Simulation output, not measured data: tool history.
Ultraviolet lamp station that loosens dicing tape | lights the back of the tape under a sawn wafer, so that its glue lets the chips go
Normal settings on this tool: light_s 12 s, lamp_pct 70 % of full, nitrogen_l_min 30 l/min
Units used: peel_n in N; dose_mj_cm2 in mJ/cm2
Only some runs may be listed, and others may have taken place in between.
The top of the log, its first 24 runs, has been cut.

Run 25, hour 143.8: usual settings but lamp_pct 73 % of full. Result: peel_n 0.638 N, dose_mj_cm2 250 mJ/cm2.
Run 26, hour 152.4: usual settings but light_s 9 s, lamp_pct 66 % of full, nitrogen_l_min 51 l/min. Result: peel_n 1.094 N, dose_mj_cm2 171 mJ/cm2.
Run 27, hour 156.9: usual settings but light_s 9 s, lamp_pct 66 % of full, nitrogen_l_min 51 l/min. Result: peel_n 1.103 N, dose_mj_cm2 169 mJ/cm2.
Run 28, hour 160.8: usual settings but light_s 19 s, lamp_pct 66 % of full, nitrogen_l_min 27 l/min. Result: peel_n 0.293 N, dose_mj_cm2 359 mJ/cm2.
Run 29, hour 168.2: usual settings but light_s 7 s, lamp_pct 73 % of full. Result: peel_n 1.835 N, dose_mj_cm2 144 mJ/cm2.
Run 30, hour 175.3: usual settings but light_s 7 s, lamp_pct 73 % of full. Result: peel_n 1.829 N, dose_mj_cm2 146 mJ/cm2.
Run 31, hour 182.4: usual settings but light_s 8 s, nitrogen_l_min 28 l/min. Result: peel_n 1.582 N, dose_mj_cm2 162 mJ/cm2.
Run 32, hour 190.7: usual settings but light_s 8 s, nitrogen_l_min 28 l/min. Result: peel_n 1.623 N, dose_mj_cm2 160 mJ/cm2.
Run 33, hour 197.8: usual settings but light_s 8 s, nitrogen_l_min 28 l/min. Result: peel_n 1.576 N, dose_mj_cm2 158 mJ/cm2.
Run 34, hour 206.5: usual settings but light_s 17 s, nitrogen_l_min 11 l/min. Result: peel_n 0.633 N, dose_mj_cm2 335 mJ/cm2.
Run 35, hour 211.9: usual settings but light_s 8 s. Result: peel_n 1.579 N, dose_mj_cm2 159 mJ/cm2.
Run 36, hour 217.7: usual settings but light_s 19 s, lamp_pct 62 % of full, nitrogen_l_min 59 l/min. Result: peel_n 0.248 N, dose_mj_cm2 327 mJ/cm2.
Run 37, hour 223.7: usual settings but nitrogen_l_min 17 l/min. Result: peel_n 1.015 N, dose_mj_cm2 232 mJ/cm2.
Run 38, hour 232.7: usual settings but nitrogen_l_min 17 l/min. Result: peel_n 1.026 N, dose_mj_cm2 236 mJ/cm2.
Run 39, hour 236.4: usual settings but lamp_pct 65 % of full. Result: peel_n 0.842 N, dose_mj_cm2 214 mJ/cm2.
Run 40, hour 240.7: usual settings but light_s 23 s, lamp_pct 65 % of full, nitrogen_l_min 37 l/min. Result: peel_n 0.197 N, dose_mj_cm2 418 mJ/cm2.
Run 41, hour 245.4: usual settings but light_s 9 s, lamp_pct 98 % of full, nitrogen_l_min 57 l/min. Result: peel_n 0.466 N, dose_mj_cm2 245 mJ/cm2.
Run 42, hour 250.2: usual settings but light_s 10 s, lamp_pct 62 % of full, nitrogen_l_min 46 l/min. Result: peel_n 1.069 N, dose_mj_cm2 174 mJ/cm2.
Run 43, hour 256.1: usual settings but light_s 10 s, lamp_pct 62 % of full, nitrogen_l_min 46 l/min. Result: peel_n 1.080 N, dose_mj_cm2 172 mJ/cm2.

What if the next run were any one of these 5? Each begins from the tool's condition after run 43:
Run A, hour 263.7: usual settings but lamp_pct 85 % of full. Result: peel_n ?, dose_mj_cm2 ?.
Run B, hour 263.7: usual settings but light_s 17 s, lamp_pct 69 % of full. Result: peel_n ?, dose_mj_cm2 ?.
Run C, hour 263.7: usual settings but light_s 10 s, lamp_pct 62 % of full, nitrogen_l_min 39 l/min. Result: peel_n ?, dose_mj_cm2 ?.
Run D, hour 263.7: usual settings but light_s 18 s, lamp_pct 87 % of full, nitrogen_l_min 41 l/min. Result: peel_n ?, dose_mj_cm2 ?.
Run E, hour 263.7: usual settings but light_s 10 s, lamp_pct 66 % of full, nitrogen_l_min 46 l/min. Result: peel_n ?, dose_mj_cm2 ?.

run  peel_n  dose_mj_cm2
  A   0.460          286
  B   0.343          328
  C   1.177          175
  D   0.179          436
  E   0.998          183
Had the tool no hidden state, the same runs would have come out as:
run  peel_n  dose_mj_cm2
  A   0.347          324
  B   0.266          371
  C   0.919          198
  D   0.160          493
  E   0.767          207
